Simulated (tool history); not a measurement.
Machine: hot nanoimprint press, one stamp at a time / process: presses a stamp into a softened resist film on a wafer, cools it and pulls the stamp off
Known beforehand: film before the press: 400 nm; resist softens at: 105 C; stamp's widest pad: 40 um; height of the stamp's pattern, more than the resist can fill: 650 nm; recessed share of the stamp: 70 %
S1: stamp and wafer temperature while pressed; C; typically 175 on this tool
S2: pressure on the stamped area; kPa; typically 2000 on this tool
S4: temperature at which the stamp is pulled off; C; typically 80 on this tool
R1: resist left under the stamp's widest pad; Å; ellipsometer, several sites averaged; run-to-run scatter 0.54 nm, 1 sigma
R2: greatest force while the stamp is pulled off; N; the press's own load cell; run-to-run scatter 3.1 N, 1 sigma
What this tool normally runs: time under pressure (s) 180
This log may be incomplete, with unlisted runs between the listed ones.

{"run": 1, "hour": 0.0, "S1": 175, "S2": 2000, "time under pressure (s)": 180, "S4": 80, "R1": 1435, "R2": 153}
{"hour": 26.6, "done": "stamp cleaned and given a new release coat"}
{"run": 2, "hour": 51.0, "S1": 175, "S2": 2000, "time under pressure (s)": 180, "S4": 80, "R1": 1442, "R2": 146}
{"run": 3, "hour": 76.8, "S1": 175, "S2": 2000, "time under pressure (s)": 107, "S4": 80, "R1": 1717, "R2": 143}
{"run": 4, "hour": 119.2, "S1": 175, "S2": 1960, "time under pressure (s)": 180, "S4": 80, "R1": 1461, "R2": 148}
{"hour": 161.7, "done": "stamp cleaned and given a new release coat"}
{"run": 5, "hour": 161.7, "S1": 175, "S2": 1960, "time under pressure (s)": 180, "S4": 80, "R1": 1458, "R2": 153}
{"run": 6, "hour": 211.9, "S1": 175, "S2": 1960, "time under pressure (s)": 180, "S4": 80, "R1": 1451, "R2": 146}
{"run": 7, "hour": 251.0, "S1": 175, "S2": 2000, "time under pressure (s)": 180, "S4": 80, "R1": 1444, "R2": 145}
{"run": 8, "hour": 276.5, "S1": 175, "S2": 2000, "time under pressure (s)": 180, "S4": 80, "R1": 1433, "R2": 155}
{"hour": 297.2, "done": "stamp cleaned and given a new release coat"}
{"run": 9, "hour": 311.5, "S1": 175, "S2": 2000, "time under pressure (s)": 180, "S4": 80, "R1": 1449, "R2": 150}
{"run": 10, "hour": 350.2, "S1": 177, "S2": 2000, "time under pressure (s)": 180, "S4": 80, "R1": 1341, "R2": 148}
{"hour": 375.1, "done": "plate thermocouple calibrated"}
{"run": 11, "hour": 390.5, "S1": 177, "S2": 2000, "time under pressure (s)": 180, "S4": 80, "R1": 1344, "R2": 148}
{"run": 12, "hour": 426.9, "S1": 175, "S2": 2000, "time under pressure (s)": 180, "S4": 67, "R1": 1446, "R2": 189}
{"hour": 436.0, "done": "stamp cleaned and given a new release coat"}
{"run": 13, "hour": 487.9, "S1": 175, "S2": 2000, "time under pressure (s)": 180, "S4": 67, "R1": 1436, "R2": 195}
{"run": 14, "hour": 512.4, "S1": 175, "S2": 1580, "time under pressure (s)": 180, "S4": 80, "R1": 1656, "R2": 149}
{"run": 15, "hour": 543.1, "S1": 175, "S2": 1580, "time under pressure (s)": 180, "S4": 80, "R1": 1649, "R2": 150}
{"hour": 571.3, "done": "stamp cleaned and given a new release coat"}
{"run": 16, "hour": 597.4, "S1": 175, "S2": 1450, "time under pressure (s)": 180, "S4": 80, "R1": 1731, "R2": 151}
{"run": 17, "hour": 630.3, "S1": 175, "S2": 1450, "time under pressure (s)": 180, "S4": 80, "R1": 1735, "R2": 146}
{"run": 18, "hour": 654.7, "S1": 183, "S2": 1970, "time under pressure (s)": 126, "S4": 80, "R1": 1267, "R2": 148}
{"run": 19, "hour": 680.9, "S1": 174, "S2": 1620, "time under pressure (s)": 180, "S4": 80, "R1": 1672, "R2": 148}
{"hour": 705.9, "done": "stamp cleaned and given a new release coat"}
{"run": 20, "hour": 719.8, "S1": 175, "S2": 1240, "time under pressure (s)": 286, "S4": 77, "R1": 1624, "R2": 158}
{"hour": 751.1, "done": "press's hydraulic seals changed and the load cell set to zero"}
{"run": 21, "hour": 767.6, "S1": 177, "S2": 1570, "time under pressure (s)": 214, "S4": 71, "R1": 1457, "R2": 181}
{"run": 22, "hour": 795.2, "S1": 167, "S2": 2000, "time under pressure (s)": 180, "S4": 80, "R1": 1908, "R2": 150}
{"hour": 851.1, "done": "stamp cleaned and given a new release coat"}
{"run": 23, "hour": 854.0, "S1": 167, "S2": 2000, "time under pressure (s)": 180, "S4": 80, "R1": 1922, "R2": 142}

Run 24 has not been measured yet. What should we expect?
{"run": 24, "hour": 893.8, "S1": 167, "S2": 2700, "time under pressure (s)": 180, "S4": 80, "R1": "?", "R2": "?"}

Run 24 yielded R1 1613 Å, R2 154 N.
Minus the tool's unlogged condition, the same run would have read R1 1611 Å, R2 154 N.
